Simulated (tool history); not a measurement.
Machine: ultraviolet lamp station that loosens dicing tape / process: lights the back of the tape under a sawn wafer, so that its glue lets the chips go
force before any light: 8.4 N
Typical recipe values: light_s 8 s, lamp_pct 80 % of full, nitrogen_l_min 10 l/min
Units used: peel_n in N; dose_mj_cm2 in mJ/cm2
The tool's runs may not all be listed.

Run 1, hour 0.0: usual settings. Result: peel_n 0.488 N, dose_mj_cm2 435 mJ/cm2.
Run 2, hour 15.3: usual settings. Result: peel_n 0.499 N, dose_mj_cm2 425 mJ/cm2.
Run 3, hour 24.4: usual settings. Result: peel_n 0.475 N, dose_mj_cm2 427 mJ/cm2.
Run 4, hour 37.8: usual settings. Result: peel_n 0.505 N, dose_mj_cm2 427 mJ/cm2.
Run 5, hour 46.2: usual settings. Result: peel_n 0.496 N, dose_mj_cm2 422 mJ/cm2.
Run 6, hour 58.4: usual settings. Result: peel_n 0.483 N, dose_mj_cm2 423 mJ/cm2.
Run 7, hour 72.5: usual settings. Result: peel_n 0.500 N, dose_mj_cm2 423 mJ/cm2.
Run 8, hour 86.6: usual settings. Result: peel_n 0.512 N, dose_mj_cm2 423 mJ/cm2.
Run 9, hour 94.5: usual settings. Result: peel_n 0.528 N, dose_mj_cm2 417 mJ/cm2.
Run 10, hour 107.4: usual settings but lamp_pct 62 % of full, nitrogen_l_min 18 l/min. Result: peel_n 0.634 N, dose_mj_cm2 322 mJ/cm2.

Run 11 comes next. What will it give?
Run 11, hour 114.0: usual settings but lamp_pct 62 % of full, nitrogen_l_min 18 l/min. Result: peel_n ?, dose_mj_cm2 ?.

Run 11 gave peel_n 0.629 N, dose_mj_cm2 322 mJ/cm2.
Without the tool's hidden state the same run would have given peel_n 0.471 N, dose_mj_cm2 364 mJ/cm2.

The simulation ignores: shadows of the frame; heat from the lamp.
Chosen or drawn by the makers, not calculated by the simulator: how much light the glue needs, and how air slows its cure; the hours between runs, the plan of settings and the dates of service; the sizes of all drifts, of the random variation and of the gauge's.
